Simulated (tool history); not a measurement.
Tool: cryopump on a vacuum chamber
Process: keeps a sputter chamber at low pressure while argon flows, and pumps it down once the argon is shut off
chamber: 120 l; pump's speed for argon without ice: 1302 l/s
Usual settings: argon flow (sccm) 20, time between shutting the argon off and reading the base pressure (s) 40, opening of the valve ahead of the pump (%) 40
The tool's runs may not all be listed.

run,hour,argon flow (sccm),time between shutting the argon off and reading the base pressure (s),opening of the valve ahead of the pump (%),pressure while argon flows (Pa),pressure after the wait (uPa)
1,0.0,20,40,40,0.0665,3.72
2,22.7,20,40,40,0.0662,3.58
3,47.4,20,40,40,0.0667,3.71
4,62.5,20,298,40,0.0660,2.39
5,76.6,20,298,40,0.0669,2.43
6,90.5,20,40,40,0.0652,3.84
7,112.4,20,40,41,0.0640,3.81
8,131.3,23,40,41,0.0748,3.65
9,156.0,23,40,41,0.0750,3.83
10,175.7,23,219,41,0.0737,2.61
11,192.7,23,219,41,0.0754,2.62
12,210.9,16,40,40,0.0520,3.77
13,227.8,16,40,40,0.0527,3.88
14,238.6,20,40,37,0.0713,3.88
15,260.7,20,40,16,0.1651,3.81
16,271.6,20,40,40,0.0665,3.91
17,291.5,20,40,40,0.0672,3.88
18,301.7,20,40,40,0.0663,3.86
19,324.9,20,40,15,0.1752,3.92
20,343.1,20,123,40,0.0672,2.94
21,354.2,10,296,22,0.0604,2.71
22,373.8,33,230,26,0.1687,2.71
23,394.6,33,24,26,0.1687,5.12
24,405.8,16,85,40,0.0538,3.17
25,429.5,20,28,40,0.0669,4.56
26,449.9,20,28,40,0.0665,4.60
27,462.3,12,106,45,0.0358,2.98
28,479.1,12,106,45,0.0363,3.14
29,499.3,8,31,51,0.0216,4.54
30,523.2,18,31,22,0.1085,4.50
31,537.3,18,80,41,0.0599,3.34
32,549.0,10,49,23,0.0579,3.80
33,573.2,31,180,23,0.1781,2.99
34,597.2,17,24,40,0.0572,5.17

Hidden state or all else? Some run-to-run changes of pressure while argon flows (Pa), split into what the settings, what came in and random variation would give without the hidden state, and what is left for the hidden state (with any gauge scatter that isn't in both results):
The hidden state here: pump's speed, % of a pump's without ice; cold plate's temperature, K; leak into the chamber, uPa l/s; drift of the gauge itself on working_pa, %; drift of the gauge itself on base_upa, %.
Run 21 -> 22: argon flow (sccm) 10 -> 33, time between shutting the argon off and reading the base pressure (s) 296 -> 230, opening of the valve ahead of the pump (%) 22 -> 26. pressure while argon flows (Pa) +0.1083: hidden state +0.0026, all else +0.1057.
Run 23 -> 24: argon flow (sccm) 33 -> 16, time between shutting the argon off and reading the base pressure (s) 24 -> 85, opening of the valve ahead of the pump (%) 26 -> 40. pressure while argon flows (Pa) -0.1149: hidden state -0.0019, all else -0.1130.
Run 32 -> 33: argon flow (sccm) 10 -> 31, time between shutting the argon off and reading the base pressure (s) 49 -> 180. pressure while argon flows (Pa) +0.1202: hidden state +0.0029, all else +0.1173.
Run 33 -> 34: argon flow (sccm) 31 -> 17, time between shutting the argon off and reading the base pressure (s) 180 -> 24, opening of the valve ahead of the pump (%) 23 -> 40. pressure while argon flows (Pa) -0.1209: hidden state -0.0019, all else -0.1190.
